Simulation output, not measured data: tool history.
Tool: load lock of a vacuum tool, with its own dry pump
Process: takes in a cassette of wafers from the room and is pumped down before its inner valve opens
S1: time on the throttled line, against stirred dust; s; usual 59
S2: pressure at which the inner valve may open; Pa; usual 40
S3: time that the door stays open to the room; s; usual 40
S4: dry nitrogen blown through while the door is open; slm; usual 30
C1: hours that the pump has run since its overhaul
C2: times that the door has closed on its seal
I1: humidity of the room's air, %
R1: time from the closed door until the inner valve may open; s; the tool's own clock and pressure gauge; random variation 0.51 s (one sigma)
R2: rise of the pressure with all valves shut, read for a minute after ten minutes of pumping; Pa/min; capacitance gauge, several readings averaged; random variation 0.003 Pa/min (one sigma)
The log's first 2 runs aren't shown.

{"run": 3, "day": 8.542, "S1": 59, "S2": 40, "S3": 40, "S4": 30, "C1": 2871, "C2": 16225, "I1": 46.5, "R1": 77.6, "R2": 0.03}
{"run": 4, "day": 14.008, "S1": 59, "S2": 40, "S3": 40, "S4": 30, "C1": 3002, "C2": 16754, "I1": 45.5, "R1": 77.2, "R2": 0.028}
{"run": 5, "day": 19.571, "S1": 59, "S2": 40, "S3": 40, "S4": 30, "C1": 3135, "C2": 17292, "I1": 43.6, "R1": 76.8, "R2": 0.027}
{"run": 6, "day": 24.042, "S1": 59, "S2": 40, "S3": 40, "S4": 30, "C1": 3243, "C2": 17725, "I1": 44.7, "R1": 78.3, "R2": 0.028}
{"run": 7, "day": 28.354, "S1": 59, "S2": 40, "S3": 64, "S4": 30, "C1": 3346, "C2": 18142, "I1": 43.6, "R1": 75.9, "R2": 0.044}
{"run": 8, "day": 33.817, "S1": 59, "S2": 40, "S3": 25, "S4": 30, "C1": 3477, "C2": 18671, "I1": 42.2, "R1": 77, "R2": 0.025}
{"run": 9, "day": 36.938, "S1": 59, "S2": 40, "S3": 25, "S4": 30, "C1": 3552, "C2": 18973, "I1": 45, "R1": 77, "R2": 0.02}
{"run": 10, "day": 41.65, "S1": 59, "S2": 40, "S3": 25, "S4": 30, "C1": 3665, "C2": 19428, "I1": 44.8, "R1": 77, "R2": 0.021}
{"run": 11, "day": 46.775, "S1": 59, "S2": 72, "S3": 40, "S4": 30, "C1": 3788, "C2": 19924, "I1": 45.8, "R1": 75, "R2": 0.032}
{"run": 12, "day": 51.5, "S1": 59, "S2": 31, "S3": 40, "S4": 30, "C1": 3901, "C2": 20381, "I1": 46.2, "R1": 78.4, "R2": 0.029}
{"run": 13, "day": 56.029, "S1": 59, "S2": 31, "S3": 40, "S4": 30, "C1": 4010, "C2": 20820, "I1": 44, "R1": 77.2, "R2": 0.027}
{"run": 14, "day": 59.154, "S1": 59, "S2": 31, "S3": 40, "S4": 30, "C1": 4085, "C2": 21122, "I1": 45.5, "R1": 77.5, "R2": 0.03}
{"run": 15, "day": 62.454, "S1": 59, "S2": 31, "S3": 40, "S4": 30, "C1": 4164, "C2": 21441, "I1": 47.1, "R1": 78.6, "R2": 0.038}
{"run": 16, "day": 65.604, "S1": 59, "S2": 31, "S3": 40, "S4": 30, "C1": 4240, "C2": 21746, "I1": 48.3, "R1": 77.6, "R2": 0.03}
{"run": 17, "day": 68.771, "S1": 59, "S2": 31, "S3": 40, "S4": 30, "C1": 4316, "C2": 22053, "I1": 43.6, "R1": 78.4, "R2": 0.03}
{"run": 18, "day": 74.721, "S1": 59, "S2": 31, "S3": 40, "S4": 30, "C1": 4459, "C2": 22628, "I1": 44.8, "R1": 79, "R2": 0.029}
{"run": 19, "day": 79.5, "S1": 44, "S2": 43, "S3": 184, "S4": 30, "C1": 4573, "C2": 23091, "I1": 44.8, "R1": 63.9, "R2": 0.097}
{"run": 20, "day": 85.467, "S1": 84, "S2": 51, "S3": 33, "S4": 30, "C1": 4717, "C2": 23668, "I1": 42.7, "R1": 98.3, "R2": 0.026}

Forecast run 21:
{"run": 21, "day": 90.471, "S1": 67, "S2": 40, "S3": 59, "S4": 30, "C1": 4837, "C2": 24152, "I1": 43.2, "R1": "?", "R2": "?"}

{"run 21": {"R1": 83.5, "R2": 0.033}}
Without the tool's hidden state the same run would have given R1 83.5 s, R2 0.032 Pa/min.
